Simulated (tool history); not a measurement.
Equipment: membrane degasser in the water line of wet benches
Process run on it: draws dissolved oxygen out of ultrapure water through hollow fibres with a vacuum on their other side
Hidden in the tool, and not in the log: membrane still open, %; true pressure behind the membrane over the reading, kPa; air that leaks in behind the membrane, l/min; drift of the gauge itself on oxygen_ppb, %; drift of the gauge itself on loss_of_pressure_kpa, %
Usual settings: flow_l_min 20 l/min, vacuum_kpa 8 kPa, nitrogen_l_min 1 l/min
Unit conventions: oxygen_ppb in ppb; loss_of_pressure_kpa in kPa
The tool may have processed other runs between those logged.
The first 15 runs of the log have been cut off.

run,day,flow_l_min,vacuum_kpa,nitrogen_l_min,hours since the membrane was changed,hours since the vacuum gauge was calibrated,hours since the vacuum lines were made tight,oxygen_ppb,loss_of_pressure_kpa
16,122.983,20,8,1,9210,2142,5700,340.3,33.99
17,135.362,29,8,2.24,9507,2439,5997,562.8,49.81
18,142.508,29,8,2.24,9679,2610,6169,558.8,49.71
19,153.546,20,7.15,2.34,9944,2875,6434,220.5,34.26
20,160.412,20,7.15,2.34,10109,3040,6598,223.2,34.56
21,171.254,28,6.89,2.9,10369,3300,6858,474.9,48.17
22,181.579,28,6.89,2.9,10617,3548,7106,475.9,48.17
23,190.538,28,6.89,2.9,10832,3763,7321,465,48.23
24,197.412,18,8,1.05,10997,3928,7486,279.2,31.06
25,209.596,18,8,1.05,11289,4220,7779,277.3,31.01
26,220.796,18,15.49,1.41,11558,4489,8048,442.7,30.92
27,231.967,14,4.84,1.69,11826,4757,8316,67.5,24.25
28,241.562,18,9.89,0.46,12056,4987,8546,592.6,30.79
29,251.921,28,17.93,0.92,12305,5236,8794,1180.4,48.16
# day 255.221: vacuum gauge calibrated
30,262.454,13,10.99,1,12557,174,9047,250.3,22.19
31,274.508,20,5.69,0.9,12846,463,9336,263,34.63
32,285.633,18,5.69,0.53,13113,730,9603,266.3,31.11

Consider 4 possible next runs. They are alternatives, not a sequence: every one starts from the tool as it was left by run 32. What does each give?
A,295.096,20,19.67,1,13340,957,9830,?,?
B,295.096,20,16.09,0.94,13340,957,9830,?,?
C,295.096,13,8,1,13340,957,9830,?,?
D,295.096,13,12.11,1.08,13340,957,9830,?,?

run,oxygen_ppb,loss_of_pressure_kpa
A,787,34.54
B,703.3,34.59
C,168.2,22.51
D,266.1,22.84
Had the tool no hidden state, the same runs would have come out as:
run,oxygen_ppb,loss_of_pressure_kpa
A,786.6,33.75
B,703,33.8
C,168.1,22
D,265.9,22.33

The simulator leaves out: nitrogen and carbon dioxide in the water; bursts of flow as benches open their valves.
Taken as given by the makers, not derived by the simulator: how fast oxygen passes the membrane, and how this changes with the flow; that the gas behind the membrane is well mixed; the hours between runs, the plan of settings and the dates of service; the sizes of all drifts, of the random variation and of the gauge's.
